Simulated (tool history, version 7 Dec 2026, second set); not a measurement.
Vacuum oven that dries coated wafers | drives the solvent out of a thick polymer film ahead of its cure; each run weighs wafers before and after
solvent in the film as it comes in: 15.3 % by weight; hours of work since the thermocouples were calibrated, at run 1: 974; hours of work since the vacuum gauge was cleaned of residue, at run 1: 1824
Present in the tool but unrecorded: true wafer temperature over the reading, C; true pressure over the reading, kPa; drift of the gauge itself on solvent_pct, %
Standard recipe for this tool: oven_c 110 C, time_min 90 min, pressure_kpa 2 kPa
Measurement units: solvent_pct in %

run    hour  oven_c  time_min  pressure_kpa  hours of work since the thermocouples were calibrated  hours of work since the vacuum gauge was cleaned of residue  solvent_pct
  1       0     110        90             2                                                    974                                                         1824         3.19
  2    95.7     110       156             2                                                   1045                                                         1895         2.72
  3   181.8     110       156             2                                                   1109                                                         1959         2.72
      229.2  -- vacuum gauge cleaned of residue and calibrated
  4   257.7     110       156             2                                                   1165                                                           21         2.51
  5     342     110       156             2                                                   1227                                                           84         2.45
  6   397.8     103        90             2                                                   1269                                                          126         4.28
  7   503.8     103        90             2                                                   1348                                                          205         4.24
  8   583.5     103        90             2                                                   1408                                                          264         4.19
      634.2  -- oven's thermocouples calibrated
  9   683.4     103        90             2                                                     37                                                          337         5.05
 10     761     103        90             2                                                     95                                                          395         5.03
 11   875.1     110        90          1.32                                                    180                                                          480         2.52
 12   933.6     110        90          1.32                                                    223                                                          524         2.53
 13  1050.6     110        90          1.32                                                    310                                                          611         2.53
 14  1129.1     110        90          1.32                                                    369                                                          670         2.51
 15  1220.5     110        90             2                                                    437                                                          738         3.29
 16  1269.9     110        90             2                                                    474                                                          775         3.25
 17  1329.6      97        97           6.4                                                    519                                                          819        13.47
 18  1401.9     122        93          4.04                                                    573                                                          873         3.65
 19  1498.4     110       138           1.1                                                    644                                                          945         1.66
 20  1558.7     110       138           1.1                                                    689                                                          990         1.71
 21  1638.4     110       138           1.1                                                    749                                                         1050         1.63
 22  1691.8     116        60          3.11                                                    789                                                         1089         3.96
 23    1802     116        60          3.11                                                    871                                                         1172         3.83
 24  1903.9     102        86          3.88                                                    947                                                         1248         7.63
 25    1954      98        85           1.4                                                    984                                                         1285         5.26
 26  2018.2     123        90             2                                                   1032                                                         1333         1.72
 27  2109.6     110        89          1.07                                                   1100                                                         1401         2.08
 28  2183.4     122        97          1.05                                                   1155                                                         1456         1.01
 29  2286.7     122        97          1.05                                                   1232                                                         1533         1.06
 30  2367.4     109        68             2                                                   1293                                                         1593         3.81
 31    2428     109        68             2                                                   1338                                                         1638         3.76
 32  2510.6      97       118          3.77                                                   1399                                                         1700         8.41

What if the next run were any one of these 5? Each begins from the tool's condition after run 32:
     2574.6  -- oven's thermocouples calibrated
  A  2597.7     115        68          2.35                                                     17                                                         1763            ?
     2574.6  -- oven's thermocouples calibrated
  B  2597.7     123       118          1.13                                                     17                                                         1763            ?
     2574.6  -- oven's thermocouples calibrated
  C  2597.7      97       120          3.77                                                     17                                                         1763            ?
     2574.6  -- oven's thermocouples calibrated
  D  2597.7     110        49           7.5                                                     17                                                         1763            ?
     2574.6  -- oven's thermocouples calibrated
  E  2597.7     113       113          6.57                                                     17                                                         1763            ?

run  solvent_pct
  A         3.49
  B          1.2
  C         9.35
  D        11.14
  E         8.02
Had the tool no hidden state, the same runs would have come out as:
run  solvent_pct
  A         3.37
  B         1.03
  C         9.17
  D        11.12
  E         7.94

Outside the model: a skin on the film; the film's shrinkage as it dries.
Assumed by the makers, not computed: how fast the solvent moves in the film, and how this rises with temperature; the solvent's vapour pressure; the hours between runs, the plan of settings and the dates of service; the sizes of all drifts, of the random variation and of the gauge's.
